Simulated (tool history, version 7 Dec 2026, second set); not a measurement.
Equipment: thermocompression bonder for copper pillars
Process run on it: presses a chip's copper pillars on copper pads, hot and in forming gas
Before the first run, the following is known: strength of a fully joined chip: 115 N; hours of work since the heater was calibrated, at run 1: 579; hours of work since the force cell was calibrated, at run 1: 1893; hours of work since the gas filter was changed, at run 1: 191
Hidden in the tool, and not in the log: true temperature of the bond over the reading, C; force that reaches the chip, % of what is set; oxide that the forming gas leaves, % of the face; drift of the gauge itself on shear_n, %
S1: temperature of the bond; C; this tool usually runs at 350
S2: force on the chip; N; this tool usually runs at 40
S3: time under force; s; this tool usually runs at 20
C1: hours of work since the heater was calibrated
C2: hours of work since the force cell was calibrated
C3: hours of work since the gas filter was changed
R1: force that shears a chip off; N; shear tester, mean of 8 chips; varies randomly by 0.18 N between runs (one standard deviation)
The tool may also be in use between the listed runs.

{"run": 1, "hour": 0.0, "S1": 350, "S2": 40, "S3": 20, "C1": 579, "C2": 1893, "C3": 191, "R1": 73.9}
{"run": 2, "hour": 37.8, "S1": 350, "S2": 40, "S3": 20, "C1": 605, "C2": 1919, "C3": 217, "R1": 73.8}
{"run": 3, "hour": 82.5, "S1": 350, "S2": 40, "S3": 20, "C1": 636, "C2": 1950, "C3": 248, "R1": 73.9}
{"run": 4, "hour": 121.7, "S1": 350, "S2": 40, "S3": 20, "C1": 663, "C2": 1976, "C3": 275, "R1": 73.9}
{"hour": 134.5, "done": "forming gas filter changed"}
{"run": 5, "hour": 163.8, "S1": 350, "S2": 40, "S3": 20, "C1": 691, "C2": 2005, "C3": 20, "R1": 74}
{"run": 6, "hour": 253.2, "S1": 350, "S2": 40, "S3": 20, "C1": 753, "C2": 2066, "C3": 81, "R1": 74.2}
{"run": 7, "hour": 302.3, "S1": 350, "S2": 40, "S3": 20, "C1": 786, "C2": 2100, "C3": 115, "R1": 74.2}
{"run": 8, "hour": 338.4, "S1": 350, "S2": 40, "S3": 20, "C1": 811, "C2": 2125, "C3": 140, "R1": 74}
{"hour": 403.6, "done": "force cell calibrated"}
{"run": 9, "hour": 420.9, "S1": 350, "S2": 40, "S3": 20, "C1": 866, "C2": 12, "C3": 195, "R1": 74.2}
{"run": 10, "hour": 492.6, "S1": 350, "S2": 40, "S3": 20, "C1": 915, "C2": 61, "C3": 244, "R1": 74.2}
{"hour": 545.4, "done": "forming gas filter changed"}
{"run": 11, "hour": 554.4, "S1": 350, "S2": 40, "S3": 20, "C1": 957, "C2": 103, "C3": 6, "R1": 74.2}
{"run": 12, "hour": 612.3, "S1": 350, "S2": 40, "S3": 20, "C1": 997, "C2": 143, "C3": 46, "R1": 74}
{"run": 13, "hour": 669.3, "S1": 345, "S2": 57, "S3": 20, "C1": 1036, "C2": 182, "C3": 85, "R1": 89}
{"run": 14, "hour": 756.7, "S1": 339, "S2": 48, "S3": 20, "C1": 1096, "C2": 242, "C3": 145, "R1": 77.3}
{"run": 15, "hour": 815.2, "S1": 350, "S2": 40, "S3": 13, "C1": 1136, "C2": 282, "C3": 185, "R1": 65.3}
{"hour": 824.6, "done": "heater calibrated with a thermocouple chip"}
{"run": 16, "hour": 876.5, "S1": 337, "S2": 40, "S3": 19, "C1": 36, "C2": 322, "C3": 225, "R1": 65.3}
{"run": 17, "hour": 950.6, "S1": 342, "S2": 32, "S3": 12, "C1": 86, "C2": 373, "C3": 276, "R1": 49.1}
{"hour": 958.1, "done": "forming gas filter changed"}
{"run": 18, "hour": 1028.0, "S1": 355, "S2": 26, "S3": 10, "C1": 139, "C2": 426, "C3": 48, "R1": 43.1}
{"run": 19, "hour": 1075.5, "S1": 355, "S2": 26, "S3": 10, "C1": 172, "C2": 458, "C3": 80, "R1": 43.2}
{"run": 20, "hour": 1147.4, "S1": 356, "S2": 40, "S3": 15, "C1": 221, "C2": 507, "C3": 130, "R1": 71.7}
{"run": 21, "hour": 1207.8, "S1": 341, "S2": 40, "S3": 30, "C1": 262, "C2": 549, "C3": 171, "R1": 78}
{"run": 22, "hour": 1259.9, "S1": 350, "S2": 34, "S3": 20, "C1": 298, "C2": 585, "C3": 207, "R1": 66.3}
{"run": 23, "hour": 1340.2, "S1": 348, "S2": 38, "S3": 23, "C1": 353, "C2": 640, "C3": 262, "R1": 73.8}
{"hour": 1368.8, "done": "forming gas filter changed"}
{"run": 24, "hour": 1429.3, "S1": 351, "S2": 32, "S3": 20, "C1": 414, "C2": 700, "C3": 41, "R1": 64}

How the hidden state differs across the entries between the runs, from the last listed run before each to the first after it:
Run 4 -> run 5: forming gas filter changed (hour 134.5)
  oxide that the forming gas leaves, % of the face: 0.65 -> 0.52; drift of the gauge itself on shear_n, %: 0.09 -> 0.12
  measured result minus the result with no hidden state, R1: -0.1 -> +0.1 N
Run 8 -> run 9: force cell calibrated (hour 403.6)
  force that reaches the chip, % of what is set: 99.7 -> 100; oxide that the forming gas leaves, % of the face: 0.58 -> 0.61; drift of the gauge itself on shear_n, %: 0.25 -> 0.31
  measured result minus the result with no hidden state, R1: +0.1 -> +0.3 N
Run 10 -> run 11: forming gas filter changed (hour 545.4)
  oxide that the forming gas leaves, % of the face: 0.63 -> 0.51; drift of the gauge itself on shear_n, %: 0.36 -> 0.4
  measured result minus the result with no hidden state, R1: +0.3 -> +0.4 N
Run 15 -> run 16: heater calibrated with a thermocouple chip (hour 824.6)
  true temperature of the bond over the reading, C: 0.2 -> 0; oxide that the forming gas leaves, % of the face: 0.6 -> 0.62; drift of the gauge itself on shear_n, %: 0.59 -> 0.64
  measured result minus the result with no hidden state, R1: +0.4 -> +0.3 N
Run 17 -> run 18: forming gas filter changed (hour 958.1)
  oxide that the forming gas leaves, % of the face: 0.64 -> 0.53; drift of the gauge itself on shear_n, %: 0.69 -> 0.75
  measured result minus the result with no hidden state, R1: +0.3 -> +0.3 N
Run 23 -> run 24: forming gas filter changed (hour 1368.8)
  oxide that the forming gas leaves, % of the face: 0.64 -> 0.52; drift of the gauge itself on shear_n, %: 0.97 -> 1.04
  measured result minus the result with no hidden state, R1: +0.6 -> +0.7 N
